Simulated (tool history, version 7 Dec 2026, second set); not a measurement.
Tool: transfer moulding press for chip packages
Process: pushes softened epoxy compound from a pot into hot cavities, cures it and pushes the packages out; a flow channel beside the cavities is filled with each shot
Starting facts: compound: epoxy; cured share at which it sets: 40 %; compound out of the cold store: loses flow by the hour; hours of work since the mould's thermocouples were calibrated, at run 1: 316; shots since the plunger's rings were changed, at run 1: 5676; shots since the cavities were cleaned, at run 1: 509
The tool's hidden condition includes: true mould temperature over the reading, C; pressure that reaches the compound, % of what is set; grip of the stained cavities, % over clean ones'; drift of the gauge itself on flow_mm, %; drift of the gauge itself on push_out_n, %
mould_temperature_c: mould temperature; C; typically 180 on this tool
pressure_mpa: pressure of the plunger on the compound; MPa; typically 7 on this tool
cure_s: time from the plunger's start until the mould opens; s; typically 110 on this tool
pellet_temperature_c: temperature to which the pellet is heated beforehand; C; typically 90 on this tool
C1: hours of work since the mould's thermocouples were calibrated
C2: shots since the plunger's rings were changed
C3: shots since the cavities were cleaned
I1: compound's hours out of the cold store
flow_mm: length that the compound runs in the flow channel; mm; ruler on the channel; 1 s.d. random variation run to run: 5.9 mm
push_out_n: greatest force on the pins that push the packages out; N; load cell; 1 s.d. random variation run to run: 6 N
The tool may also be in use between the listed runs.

{"run": 1, "hour": 0.0, "mould_temperature_c": 180, "pressure_mpa": 7, "cure_s": 110, "pellet_temperature_c": 90, "C1": 316, "C2": 5676, "C3": 509, "I1": 12.7, "flow_mm": 713, "push_out_n": 321}
{"run": 2, "hour": 8.7, "mould_temperature_c": 180, "pressure_mpa": 5.82, "cure_s": 110, "pellet_temperature_c": 90, "C1": 321, "C2": 5773, "C3": 606, "I1": 19.4, "flow_mm": 638, "push_out_n": 316}
{"run": 3, "hour": 16.1, "mould_temperature_c": 180, "pressure_mpa": 5.82, "cure_s": 110, "pellet_temperature_c": 90, "C1": 326, "C2": 5855, "C3": 688, "I1": 23.4, "flow_mm": 627, "push_out_n": 327}
{"hour": 25.3, "done": "plunger's sealing rings changed"}
{"run": 4, "hour": 31.6, "mould_temperature_c": 187, "pressure_mpa": 7, "cure_s": 110, "pellet_temperature_c": 90, "C1": 335, "C2": 71, "C3": 834, "I1": 15.5, "flow_mm": 737, "push_out_n": 277}
{"run": 5, "hour": 37.1, "mould_temperature_c": 180, "pressure_mpa": 7, "cure_s": 110, "pellet_temperature_c": 87, "C1": 338, "C2": 132, "C3": 895, "I1": 25.9, "flow_mm": 727, "push_out_n": 340}
{"run": 6, "hour": 47.7, "mould_temperature_c": 180, "pressure_mpa": 7, "cure_s": 110, "pellet_temperature_c": 87, "C1": 345, "C2": 250, "C3": 1013, "I1": 42.7, "flow_mm": 698, "push_out_n": 339}
{"run": 7, "hour": 54.4, "mould_temperature_c": 180, "pressure_mpa": 7, "cure_s": 110, "pellet_temperature_c": 87, "C1": 349, "C2": 325, "C3": 1088, "I1": 25.5, "flow_mm": 731, "push_out_n": 346}
{"run": 8, "hour": 60.7, "mould_temperature_c": 182, "pressure_mpa": 7, "cure_s": 110, "pellet_temperature_c": 90, "C1": 353, "C2": 396, "C3": 1159, "I1": 45.1, "flow_mm": 684, "push_out_n": 313}
{"hour": 64.6, "done": "cavities cleaned with cleaning compound and waxed"}
{"run": 9, "hour": 75.0, "mould_temperature_c": 182, "pressure_mpa": 7, "cure_s": 110, "pellet_temperature_c": 90, "C1": 362, "C2": 538, "C3": 116, "I1": 13.9, "flow_mm": 751, "push_out_n": 230}
{"run": 10, "hour": 82.0, "mould_temperature_c": 180, "pressure_mpa": 7, "cure_s": 110, "pellet_temperature_c": 90, "C1": 366, "C2": 617, "C3": 195, "I1": 34.3, "flow_mm": 699, "push_out_n": 263}
{"run": 11, "hour": 89.8, "mould_temperature_c": 180, "pressure_mpa": 7, "cure_s": 110, "pellet_temperature_c": 90, "C1": 371, "C2": 703, "C3": 281, "I1": 34.1, "flow_mm": 704, "push_out_n": 270}
{"run": 12, "hour": 100.3, "mould_temperature_c": 180, "pressure_mpa": 7, "cure_s": 110, "pellet_temperature_c": 90, "C1": 378, "C2": 821, "C3": 399, "I1": 23.3, "flow_mm": 729, "push_out_n": 292}
{"run": 13, "hour": 112.5, "mould_temperature_c": 180, "pressure_mpa": 7, "cure_s": 110, "pellet_temperature_c": 90, "C1": 386, "C2": 957, "C3": 535, "I1": 37.1, "flow_mm": 690, "push_out_n": 314}
{"run": 14, "hour": 121.2, "mould_temperature_c": 180, "pressure_mpa": 7, "cure_s": 110, "pellet_temperature_c": 90, "C1": 391, "C2": 1054, "C3": 632, "I1": 11.3, "flow_mm": 758, "push_out_n": 327}
{"run": 15, "hour": 131.1, "mould_temperature_c": 180, "pressure_mpa": 7, "cure_s": 110, "pellet_temperature_c": 90, "C1": 398, "C2": 1164, "C3": 742, "I1": 44.7, "flow_mm": 677, "push_out_n": 321}
{"run": 16, "hour": 144.2, "mould_temperature_c": 180, "pressure_mpa": 7, "cure_s": 110, "pellet_temperature_c": 90, "C1": 406, "C2": 1310, "C3": 888, "I1": 45.9, "flow_mm": 680, "push_out_n": 319}
{"run": 17, "hour": 150.4, "mould_temperature_c": 180, "pressure_mpa": 7, "cure_s": 110, "pellet_temperature_c": 90, "C1": 410, "C2": 1380, "C3": 958, "I1": 11.4, "flow_mm": 762, "push_out_n": 326}
{"run": 18, "hour": 157.5, "mould_temperature_c": 180, "pressure_mpa": 7, "cure_s": 110, "pellet_temperature_c": 90, "C1": 415, "C2": 1459, "C3": 1037, "I1": 23.8, "flow_mm": 728, "push_out_n": 340}
{"run": 19, "hour": 164.7, "mould_temperature_c": 180, "pressure_mpa": 7, "cure_s": 110, "pellet_temperature_c": 90, "C1": 419, "C2": 1539, "C3": 1117, "I1": 16.1, "flow_mm": 752, "push_out_n": 342}
{"hour": 172.3, "done": "cavities cleaned with cleaning compound and waxed"}
{"run": 20, "hour": 175.7, "mould_temperature_c": 180, "pressure_mpa": 5.87, "cure_s": 110, "pellet_temperature_c": 83, "C1": 425, "C2": 1645, "C3": 37, "I1": 20.7, "flow_mm": 669, "push_out_n": 215}
{"run": 21, "hour": 187.3, "mould_temperature_c": 172, "pressure_mpa": 6.37, "cure_s": 145, "pellet_temperature_c": 98, "C1": 433, "C2": 1775, "C3": 167, "I1": 33.1, "flow_mm": 688, "push_out_n": 253}
{"run": 22, "hour": 194.0, "mould_temperature_c": 172, "pressure_mpa": 6.37, "cure_s": 145, "pellet_temperature_c": 98, "C1": 437, "C2": 1850, "C3": 242, "I1": 11.7, "flow_mm": 737, "push_out_n": 269}
{"run": 23, "hour": 199.6, "mould_temperature_c": 172, "pressure_mpa": 6.37, "cure_s": 145, "pellet_temperature_c": 98, "C1": 441, "C2": 1912, "C3": 304, "I1": 22.1, "flow_mm": 704, "push_out_n": 276}
{"run": 24, "hour": 212.5, "mould_temperature_c": 183, "pressure_mpa": 5.66, "cure_s": 137, "pellet_temperature_c": 95, "C1": 449, "C2": 2056, "C3": 448, "I1": 16.9, "flow_mm": 656, "push_out_n": 246}
{"run": 25, "hour": 220.1, "mould_temperature_c": 183, "pressure_mpa": 5.66, "cure_s": 144, "pellet_temperature_c": 91, "C1": 454, "C2": 2141, "C3": 533, "I1": 17.2, "flow_mm": 654, "push_out_n": 245}
{"run": 26, "hour": 228.4, "mould_temperature_c": 184, "pressure_mpa": 6.32, "cure_s": 120, "pellet_temperature_c": 89, "C1": 459, "C2": 2233, "C3": 625, "I1": 36.1, "flow_mm": 641, "push_out_n": 258}
{"run": 27, "hour": 240.5, "mould_temperature_c": 184, "pressure_mpa": 6.32, "cure_s": 120, "pellet_temperature_c": 89, "C1": 467, "C2": 2368, "C3": 760, "I1": 44.8, "flow_mm": 625, "push_out_n": 276}
{"run": 28, "hour": 251.5, "mould_temperature_c": 178, "pressure_mpa": 8.16, "cure_s": 90, "pellet_temperature_c": 94, "C1": 474, "C2": 2491, "C3": 883, "I1": 22.1, "flow_mm": 773, "push_out_n": 561}

What differs in the tool's unlogged condition from the final listed run ahead of each entry between runs to the first listed run following it?
From run 3 to run 4: plunger's sealing rings changed (hour 25.3)
  true mould temperature over the reading, C: 0.46 -> 0.47; pressure that reaches the compound, % of what is set: 86.92 -> 99.46; grip of the stained cavities, % over clean ones': 44.3 -> 48.7
  measured minus no-state result, flow_mm: -47 -> -3 mm; push_out_n: +94 -> +91 N
From run 8 to run 9: cavities cleaned with cleaning compound and waxed (hour 64.6)
  true mould temperature over the reading, C: 0.49 -> 0.51; pressure that reaches the compound, % of what is set: 98.77 -> 98.45; grip of the stained cavities, % over clean ones': 55.9 -> 10.9
  measured minus no-state result, flow_mm: -6 -> -8 mm; push_out_n: +112 -> +19 N
From run 19 to run 20: cavities cleaned with cleaning compound and waxed (hour 172.3)
  true mould temperature over the reading, C: 0.58 -> 0.59; pressure that reaches the compound, % of what is set: 96.34 -> 96.11; grip of the stained cavities, % over clean ones': 52.8 -> 3.6
  measured minus no-state result, flow_mm: -16 -> -15 mm; push_out_n: +113 -> +1 N

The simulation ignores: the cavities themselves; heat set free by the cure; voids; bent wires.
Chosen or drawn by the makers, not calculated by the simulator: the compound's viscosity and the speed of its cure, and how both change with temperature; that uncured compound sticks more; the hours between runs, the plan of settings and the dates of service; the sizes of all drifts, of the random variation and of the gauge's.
